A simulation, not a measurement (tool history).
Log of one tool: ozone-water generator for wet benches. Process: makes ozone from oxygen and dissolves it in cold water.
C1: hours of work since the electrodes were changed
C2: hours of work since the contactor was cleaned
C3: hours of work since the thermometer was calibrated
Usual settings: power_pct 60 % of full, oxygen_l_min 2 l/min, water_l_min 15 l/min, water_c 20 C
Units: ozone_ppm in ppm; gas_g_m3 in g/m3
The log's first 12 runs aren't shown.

run 13 hour=865.1 | power_pct=60 oxygen_l_min=2.39 water_l_min=20 water_c=20 | C1=1206 C2=6681 C3=76 | ozone_ppm=11.8 gas_g_m3=204
run 14 hour=930.5 | power_pct=60 oxygen_l_min=2.39 water_l_min=20 water_c=20 | C1=1247 C2=6721 C3=117 | ozone_ppm=11.7 gas_g_m3=201.9
run 15 hour=1004.1 | power_pct=60 oxygen_l_min=2.39 water_l_min=20 water_c=20 | C1=1292 C2=6767 C3=162 | ozone_ppm=11.7 gas_g_m3=205.5
run 16 hour=1081.5 | power_pct=73 oxygen_l_min=2 water_l_min=15 water_c=20 | C1=1339 C2=6814 C3=209 | ozone_ppm=17.4 gas_g_m3=264.1
run 17 hour=1177.1 | power_pct=73 oxygen_l_min=2 water_l_min=15 water_c=20 | C1=1398 C2=6873 C3=268 | ozone_ppm=17.3 gas_g_m3=265
run 18 hour=1251 | power_pct=60 oxygen_l_min=2 water_l_min=17 water_c=20 | C1=1444 C2=6918 C3=314 | ozone_ppm=13 gas_g_m3=222.3
-- hour=1278.5 contactor cleaned
run 19 hour=1308.9 | power_pct=60 oxygen_l_min=2 water_l_min=17 water_c=20 | C1=1477 C2=19 C3=347 | ozone_ppm=12.9 gas_g_m3=223.2
run 20 hour=1375.8 | power_pct=90 oxygen_l_min=3.4 water_l_min=13 water_c=22 | C1=1518 C2=60 C3=388 | ozone_ppm=25.4 gas_g_m3=255.9
run 21 hour=1449.2 | power_pct=90 oxygen_l_min=1.27 water_l_min=21 water_c=13 | C1=1563 C2=105 C3=433 | ozone_ppm=13.4 gas_g_m3=396.1
run 22 hour=1536.4 | power_pct=96 oxygen_l_min=1.27 water_l_min=14 water_c=13 | C1=1617 C2=159 C3=487 | ozone_ppm=22 gas_g_m3=419.3
run 23 hour=1612.6 | power_pct=57 oxygen_l_min=1.01 water_l_min=14 water_c=25 | C1=1663 C2=205 C3=533 | ozone_ppm=11.5 gas_g_m3=285
run 24 hour=1697.1 | power_pct=57 oxygen_l_min=1.01 water_l_min=14 water_c=25 | C1=1715 C2=257 C3=585 | ozone_ppm=11.6 gas_g_m3=288.1
run 25 hour=1777.6 | power_pct=43 oxygen_l_min=1.01 water_l_min=11 water_c=25 | C1=1765 C2=307 C3=635 | ozone_ppm=11.1 gas_g_m3=222
run 26 hour=1828.4 | power_pct=98 oxygen_l_min=1.54 water_l_min=11 water_c=22 | C1=1796 C2=338 C3=666 | ozone_ppm=27.5 gas_g_m3=394.3
run 27 hour=1907.8 | power_pct=98 oxygen_l_min=1.54 water_l_min=11 water_c=22 | C1=1845 C2=387 C3=715 | ozone_ppm=27.5 gas_g_m3=397.6
run 28 hour=1962.4 | power_pct=72 oxygen_l_min=1.54 water_l_min=11 water_c=18 | C1=1879 C2=420 C3=749 | ozone_ppm=21.6 gas_g_m3=296.8
run 29 hour=2014 | power_pct=72 oxygen_l_min=1.54 water_l_min=18 water_c=19 | C1=1910 C2=452 C3=780 | ozone_ppm=13.6 gas_g_m3=295.7
run 30 hour=2069.3 | power_pct=72 oxygen_l_min=1.54 water_l_min=18 water_c=19 | C1=1944 C2=486 C3=814 | ozone_ppm=13.5 gas_g_m3=295.4
run 31 hour=2165.2 | power_pct=75 oxygen_l_min=2 water_l_min=15 water_c=22 | C1=2003 C2=545 C3=873 | ozone_ppm=17.3 gas_g_m3=276.2
run 32 hour=2263.7 | power_pct=60 oxygen_l_min=2.44 water_l_min=15 water_c=20 | C1=2064 C2=606 C3=934 | ozone_ppm=14.9 gas_g_m3=204.9

Forecast each of these 3 alternatives for the next run:
run A hour=2360.7 | power_pct=45 oxygen_l_min=2 water_l_min=15 water_c=20 | C1=2123 C2=665 C3=993 | ozone_ppm=? gas_g_m3=?
run B hour=2360.7 | power_pct=51 oxygen_l_min=2 water_l_min=22 water_c=22 | C1=2123 C2=665 C3=993 | ozone_ppm=? gas_g_m3=?
run C hour=2360.7 | power_pct=72 oxygen_l_min=2.44 water_l_min=15 water_c=20 | C1=2123 C2=665 C3=993 | ozone_ppm=? gas_g_m3=?

run=A ozone_ppm=10.8 gas_g_m3=170.2
run=B ozone_ppm=8.6 gas_g_m3=192.7
run=C ozone_ppm=17.9 gas_g_m3=243.4
Without the tool's hidden state the same runs would have given:
run=A ozone_ppm=10.8 gas_g_m3=166.2
run=B ozone_ppm=8.6 gas_g_m3=188.3
run=C ozone_ppm=17.9 gas_g_m3=237.9
